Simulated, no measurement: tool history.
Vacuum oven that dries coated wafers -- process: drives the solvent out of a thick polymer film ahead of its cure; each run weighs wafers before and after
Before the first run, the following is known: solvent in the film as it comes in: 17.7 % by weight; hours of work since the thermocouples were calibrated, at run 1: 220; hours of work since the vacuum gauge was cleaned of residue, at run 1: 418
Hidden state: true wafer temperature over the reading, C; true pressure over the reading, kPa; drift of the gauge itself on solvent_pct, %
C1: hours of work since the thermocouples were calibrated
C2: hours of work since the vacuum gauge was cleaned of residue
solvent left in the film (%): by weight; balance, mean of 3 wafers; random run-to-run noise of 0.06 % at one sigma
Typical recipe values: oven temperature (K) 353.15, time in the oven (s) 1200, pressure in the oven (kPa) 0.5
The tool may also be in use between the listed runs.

{"run": 1, "hour": 0.0, "oven temperature (K)": 353.15, "time in the oven (s)": 1200, "pressure in the oven (kPa)": 0.5, "C1": 220, "C2": 418, "solvent left in the film (%)": 3.55}
{"run": 2, "hour": 33.6, "oven temperature (K)": 353.15, "time in the oven (s)": 1200, "pressure in the oven (kPa)": 0.5, "C1": 235, "C2": 432, "solvent left in the film (%)": 3.6}
{"run": 3, "hour": 67.4, "oven temperature (K)": 353.15, "time in the oven (s)": 1920, "pressure in the oven (kPa)": 0.5, "C1": 249, "C2": 447, "solvent left in the film (%)": 1.86}
{"run": 4, "hour": 83.9, "oven temperature (K)": 353.15, "time in the oven (s)": 1920, "pressure in the oven (kPa)": 1.216, "C1": 256, "C2": 454, "solvent left in the film (%)": 2.18}
{"run": 5, "hour": 116.4, "oven temperature (K)": 353.15, "time in the oven (s)": 1920, "pressure in the oven (kPa)": 1.216, "C1": 270, "C2": 468, "solvent left in the film (%)": 2.3}
{"run": 6, "hour": 134.9, "oven temperature (K)": 353.15, "time in the oven (s)": 1200, "pressure in the oven (kPa)": 0.374, "C1": 278, "C2": 475, "solvent left in the film (%)": 3.52}
{"run": 7, "hour": 162.3, "oven temperature (K)": 353.15, "time in the oven (s)": 1200, "pressure in the oven (kPa)": 0.374, "C1": 289, "C2": 487, "solvent left in the film (%)": 3.73}
{"run": 8, "hour": 192.1, "oven temperature (K)": 353.15, "time in the oven (s)": 600, "pressure in the oven (kPa)": 0.5, "C1": 302, "C2": 500, "solvent left in the film (%)": 7.15}
{"run": 9, "hour": 213.4, "oven temperature (K)": 353.15, "time in the oven (s)": 1200, "pressure in the oven (kPa)": 0.5, "C1": 311, "C2": 509, "solvent left in the film (%)": 3.69}
{"run": 10, "hour": 238.2, "oven temperature (K)": 340.15, "time in the oven (s)": 1200, "pressure in the oven (kPa)": 0.5, "C1": 322, "C2": 519, "solvent left in the film (%)": 7.13}
{"run": 11, "hour": 255.9, "oven temperature (K)": 340.15, "time in the oven (s)": 1200, "pressure in the oven (kPa)": 0.5, "C1": 329, "C2": 527, "solvent left in the film (%)": 7.13}
{"run": 12, "hour": 291.9, "oven temperature (K)": 340.15, "time in the oven (s)": 1200, "pressure in the oven (kPa)": 0.5, "C1": 345, "C2": 542, "solvent left in the film (%)": 7.2}
{"run": 13, "hour": 314.7, "oven temperature (K)": 340.15, "time in the oven (s)": 1200, "pressure in the oven (kPa)": 0.5, "C1": 354, "C2": 552, "solvent left in the film (%)": 7.24}
{"run": 14, "hour": 341.2, "oven temperature (K)": 353.15, "time in the oven (s)": 1200, "pressure in the oven (kPa)": 0.5, "C1": 366, "C2": 563, "solvent left in the film (%)": 3.78}
{"run": 15, "hour": 361.8, "oven temperature (K)": 353.15, "time in the oven (s)": 1200, "pressure in the oven (kPa)": 0.5, "C1": 374, "C2": 572, "solvent left in the film (%)": 3.77}
{"run": 16, "hour": 383.3, "oven temperature (K)": 338.15, "time in the oven (s)": 1200, "pressure in the oven (kPa)": 0.5, "C1": 383, "C2": 581, "solvent left in the film (%)": 7.62}
{"run": 17, "hour": 412.5, "oven temperature (K)": 338.15, "time in the oven (s)": 1200, "pressure in the oven (kPa)": 0.5, "C1": 396, "C2": 594, "solvent left in the film (%)": 7.68}
{"run": 18, "hour": 433.0, "oven temperature (K)": 353.15, "time in the oven (s)": 660, "pressure in the oven (kPa)": 0.5, "C1": 405, "C2": 602, "solvent left in the film (%)": 6.73}
{"run": 19, "hour": 469.9, "oven temperature (K)": 353.15, "time in the oven (s)": 660, "pressure in the oven (kPa)": 0.5, "C1": 420, "C2": 618, "solvent left in the film (%)": 6.74}
{"run": 20, "hour": 499.3, "oven temperature (K)": 353.15, "time in the oven (s)": 1980, "pressure in the oven (kPa)": 0.5, "C1": 433, "C2": 631, "solvent left in the film (%)": 1.73}
{"run": 21, "hour": 535.0, "oven temperature (K)": 343.15, "time in the oven (s)": 1200, "pressure in the oven (kPa)": 0.5, "C1": 448, "C2": 646, "solvent left in the film (%)": 6.44}
{"run": 22, "hour": 568.9, "oven temperature (K)": 365.15, "time in the oven (s)": 780, "pressure in the oven (kPa)": 0.512, "C1": 463, "C2": 660, "solvent left in the film (%)": 3}
{"run": 23, "hour": 592.3, "oven temperature (K)": 362.15, "time in the oven (s)": 1320, "pressure in the oven (kPa)": 0.442, "C1": 472, "C2": 670, "solvent left in the film (%)": 1.53}
{"run": 24, "hour": 607.3, "oven temperature (K)": 343.15, "time in the oven (s)": 900, "pressure in the oven (kPa)": 0.5, "C1": 479, "C2": 677, "solvent left in the film (%)": 7.64}
{"run": 25, "hour": 641.9, "oven temperature (K)": 343.15, "time in the oven (s)": 900, "pressure in the oven (kPa)": 0.5, "C1": 494, "C2": 691, "solvent left in the film (%)": 7.78}

For run 26, what comes out?
{"run": 26, "hour": 669.0, "oven temperature (K)": 341.15, "time in the oven (s)": 900, "pressure in the oven (kPa)": 0.544, "C1": 505, "C2": 703, "solvent left in the film (%)": "?"}

{"run 26": {"solvent left in the film (%)": 8.43}}
If the tool had no hidden condition, the same run with the same run-to-run variation would have returned solvent left in the film (%) 8.02.
